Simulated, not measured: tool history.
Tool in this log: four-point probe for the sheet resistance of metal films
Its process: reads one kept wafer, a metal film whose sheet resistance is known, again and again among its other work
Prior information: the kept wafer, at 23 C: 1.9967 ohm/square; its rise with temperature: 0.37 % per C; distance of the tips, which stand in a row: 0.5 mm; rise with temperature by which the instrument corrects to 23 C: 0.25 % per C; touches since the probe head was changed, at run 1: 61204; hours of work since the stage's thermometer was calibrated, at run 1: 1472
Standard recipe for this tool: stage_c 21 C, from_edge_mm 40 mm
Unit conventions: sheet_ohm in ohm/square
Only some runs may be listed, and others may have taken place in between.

run    hour  stage_c  from_edge_mm  touches since the probe head was changed  hours of work since the stage's thermometer was calibrated  sheet_ohm
  1     0.0       21            40                                     61204                                                        1472   1.997446
  2    57.2       21            40                                     63434                                                        1497   1.998108
  3   177.7       21            40                                     68133                                                        1550   1.997194
  4   271.3       34            40                                     71785                                                        1590   2.028945
  5   338.5       34            40                                     74406                                                        1619   2.027796
  6   447.3       34            40                                     78648                                                        1667   2.028552
  7   520.8       34            40                                     81514                                                        1699   2.029680
      583.8  -- stage's thermometer calibrated
  8   610.3       19            40                                     84985                                                          12   1.995769
  9   732.4       21            40                                     89747                                                          65   2.001209
 10   826.4       21            40                                     93410                                                         105   2.001224
 11   880.5       24            40                                     95523                                                         129   2.008559
 12   963.1       24            40                                     98744                                                         165   2.008361
 13  1081.2       21            40                                    103348                                                         216   2.002277
 14  1185.1       21            40                                    107400                                                         261   2.002109
 15  1266.8       21            40                                    110585                                                         297   2.001539
 16  1321.5       21            40                                    112719                                                         321   2.002123
 17  1437.1       21             3                                    117228                                                         371   2.032159
 18  1501.0       21             3                                    119721                                                         399   2.031521
 19  1551.0       21            10                                    121671                                                         420   2.004735
 20  1669.8       21            10                                    126301                                                         472   2.005682
 21  1770.6       21            10                                    130232                                                         516   2.005643
 22  1833.6       21             5                                    132690                                                         543   2.013502
 23  1917.7       21            40                                    135969                                                         580   2.003671
 24  1996.6       30            47                                    139047                                                         614   2.024669
 25  2091.8       30            47                                    142761                                                         655   2.025508
 26  2170.6       27            28                                    145834                                                         690   2.018807
 27  2238.8       21            40                                    148493                                                         719   2.004068
 28  2342.7       21            40                                    152545                                                         764   2.004283
 29  2403.1       27            10                                    154900                                                         791   2.020912
 30  2472.3       20            40                                    157596                                                         821   2.000949
 31  2524.0       27            22                                    159613                                                         843   2.018777
 32  2610.8       23            33                                    162997                                                         881   2.008737
 33  2685.9       20             7                                    165929                                                         913   2.007848
 34  2801.2       20             7                                    170424                                                         964   2.007171
 35  2860.8       35             4                                    172748                                                         989   2.053894
 36  2931.4       26            53                                    175503                                                        1020   2.016975
 37  3007.9       23            70                                    178483                                                        1053   2.009488
 38  3072.0       21            14                                    180986                                                        1081   2.006786
 39  3149.1       21            14                                    183990                                                        1115   2.006065
 40  3267.9       23            40                                    188624                                                        1166   2.011142
 41  3340.1       31            32                                    191440                                                        1198   2.028811
 42  3394.0       28             5                                    193543                                                        1221   2.032499
 43  3517.2       19            19                                    198346                                                        1275   2.001657
 44  3608.7       34            19                                    201915                                                        1314   2.036755
 45  3689.4       20             9                                    205063                                                        1349   2.007780

Below, some changes in sheet_ohm between adjacent runs. For each, the amount present without the hidden state too (settings, incoming material, random variation) and the amount remaining for the hidden state with gauge scatter not shared by both compared results:
Hidden conditions of the tool in this case: inner tips' distance over the nominal, %; tips' flats over new ones', %; wafer's true temperature over the reading, C; drift of the gauge itself on sheet_ohm, %.
Run 7 -> 8: stage_c 34 -> 19, stage's thermometer calibrated. sheet_ohm -0.033911 ohm/square: hidden state +0.002799, all else -0.036710.
Run 34 -> 35: stage_c 20 -> 35, from_edge_mm 7 -> 4. sheet_ohm +0.046723 ohm/square: hidden state +0.000455, all else +0.046268.
Run 35 -> 36: stage_c 35 -> 26, from_edge_mm 4 -> 53. sheet_ohm -0.036919 ohm/square: hidden state -0.000145, all else -0.036774.
Run 43 -> 44: stage_c 19 -> 34. sheet_ohm +0.035098 ohm/square: hidden state +0.000473, all else +0.034625.
